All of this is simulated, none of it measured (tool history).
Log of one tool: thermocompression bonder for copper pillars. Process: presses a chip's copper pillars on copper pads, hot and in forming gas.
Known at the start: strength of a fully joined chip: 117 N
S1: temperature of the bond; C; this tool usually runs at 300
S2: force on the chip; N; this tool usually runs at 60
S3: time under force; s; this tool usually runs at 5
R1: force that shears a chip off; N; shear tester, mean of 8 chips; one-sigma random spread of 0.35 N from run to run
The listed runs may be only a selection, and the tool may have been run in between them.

| run | hour | S1 | S2 | S3 | R1 |
|---|---|---|---|---|---|
| 1 | 0 | 300 | 60 | 5 | 82 |
| 2 | 16.9 | 300 | 60 | 5 | 81.7 |
| 3 | 37 | 300 | 60 | 5 | 81.5 |
| 4 | 61.4 | 300 | 60 | 3 | 71.1 |
| 5 | 92.1 | 300 | 60 | 7 | 88.5 |
| 6 | 109.5 | 283 | 49 | 14 | 83.1 |

Predict the results of run 7:
| 7 | 129.7 | 283 | 41 | 14 | ? |

R1: 77.2 N
Had the tool carried no hidden state, the very same run would have given R1 77.4 N.
